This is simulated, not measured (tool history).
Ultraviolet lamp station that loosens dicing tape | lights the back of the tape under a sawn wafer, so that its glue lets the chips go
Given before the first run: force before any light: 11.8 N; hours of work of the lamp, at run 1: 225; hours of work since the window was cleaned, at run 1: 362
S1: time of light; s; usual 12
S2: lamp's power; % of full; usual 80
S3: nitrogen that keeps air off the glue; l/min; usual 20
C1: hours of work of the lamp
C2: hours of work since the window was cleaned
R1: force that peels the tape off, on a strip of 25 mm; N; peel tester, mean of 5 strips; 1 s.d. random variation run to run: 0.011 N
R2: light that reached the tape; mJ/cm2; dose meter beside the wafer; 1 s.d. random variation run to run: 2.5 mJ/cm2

Run 1, hour 0: usual settings; C1 225; C2 362. Result: R1 0.462 N, R2 306 mJ/cm2.
Run 2, hour 8.1: usual settings; C1 231; C2 368. Result: R1 0.478 N, R2 310 mJ/cm2.
Run 3, hour 14: usual settings; C1 236; C2 373. Result: R1 0.476 N, R2 305 mJ/cm2.
Run 4, hour 21.5: usual settings; C1 242; C2 379. Result: R1 0.476 N, R2 306 mJ/cm2.
Run 5, hour 27.4: usual settings; C1 246; C2 384. Result: R1 0.45 N, R2 305 mJ/cm2.
Run 6, hour 32.2: usual settings but S3 18 l/min; C1 250; C2 387. Result: R1 0.509 N, R2 308 mJ/cm2.
Run 7, hour 41.2: usual settings but S3 18 l/min; C1 257; C2 395. Result: R1 0.492 N, R2 308 mJ/cm2.
Run 8, hour 50.6: usual settings; C1 265; C2 402. Result: R1 0.46 N, R2 301 mJ/cm2.
Run 9, hour 55.9: usual settings; C1 269; C2 406. Result: R1 0.487 N, R2 306 mJ/cm2.
Run 10, hour 66.5: usual settings; C1 277; C2 415. Result: R1 0.465 N, R2 308 mJ/cm2.
Run 11, hour 75.7: usual settings; C1 284; C2 422. Result: R1 0.465 N, R2 310 mJ/cm2.
Run 12, hour 86.3: usual settings; C1 293; C2 430. Result: R1 0.465 N, R2 306 mJ/cm2.
Run 13, hour 96.3: usual settings; C1 301; C2 438. Result: R1 0.468 N, R2 305 mJ/cm2.
Run 14, hour 100.8: usual settings; C1 304; C2 442. Result: R1 0.451 N, R2 309 mJ/cm2.
Run 15, hour 109.5: usual settings but S1 15 s, S2 65 % of full, S3 34 l/min; C1 311; C2 449. Result: R1 0.329 N, R2 310 mJ/cm2.
Run 16, hour 119.6: usual settings but S1 9 s, S3 33 l/min; C1 319; C2 457. Result: R1 0.572 N, R2 234 mJ/cm2.
Run 17, hour 127.5: usual settings but S1 10 s, S3 8 l/min; C1 325; C2 463. Result: R1 1.545 N, R2 259 mJ/cm2.
Run 18, hour 133.7: usual settings but S1 11 s, S3 31 l/min; C1 330; C2 468. Result: R1 0.419 N, R2 281 mJ/cm2.
Run 19, hour 140.2: usual settings but S1 11 s; C1 335; C2 473. Result: R1 0.548 N, R2 278 mJ/cm2.
Run 20, hour 145.1: usual settings but S1 11 s; C1 339; C2 477. Result: R1 0.544 N, R2 282 mJ/cm2.
Run 21, hour 150.5: usual settings but S1 11 s; C1 344; C2 481. Result: R1 0.557 N, R2 280 mJ/cm2.
Run 22, hour 159: usual settings but S1 21 s, S2 73 % of full, S3 9 l/min; C1 350; C2 488. Result: R1 0.401 N, R2 486 mJ/cm2.
Run 23, hour 167.3: usual settings but S1 8 s, S3 7 l/min; C1 357; C2 494. Result: R1 2.458 N, R2 206 mJ/cm2.
Run 24, hour 174.5: usual settings but S1 8 s, S3 7 l/min; C1 363; C2 500. Result: R1 2.37 N, R2 203 mJ/cm2.

Consider 4 possible next runs. They are alternatives, not a sequence: every one starts from the tool as it was left by run 24. What does each give?
Run A, hour 181.9: usual settings but S1 16 s, S3 14 l/min; C1 369; C2 506. Result: R1 ?, R2 ?.
Run B, hour 181.9: usual settings but S1 10 s, S3 7 l/min; C1 369; C2 506. Result: R1 ?, R2 ?.
Run C, hour 181.9: usual settings but S2 75 % of full, S3 34 l/min; C1 369; C2 506. Result: R1 ?, R2 ?.
Run D, hour 181.9: usual settings but S1 10 s, S2 65 % of full, S3 10 l/min; C1 369; C2 506. Result: R1 ?, R2 ?.

run     R1   R2
  A  0.382  410
  B  1.716  259
  C  0.374  287
  D  1.852  209
With no hidden state in the tool, these same runs would have given:
run     R1   R2
  A   0.38  411
  B  1.707  259
  C  0.372  288
  D  1.844  209

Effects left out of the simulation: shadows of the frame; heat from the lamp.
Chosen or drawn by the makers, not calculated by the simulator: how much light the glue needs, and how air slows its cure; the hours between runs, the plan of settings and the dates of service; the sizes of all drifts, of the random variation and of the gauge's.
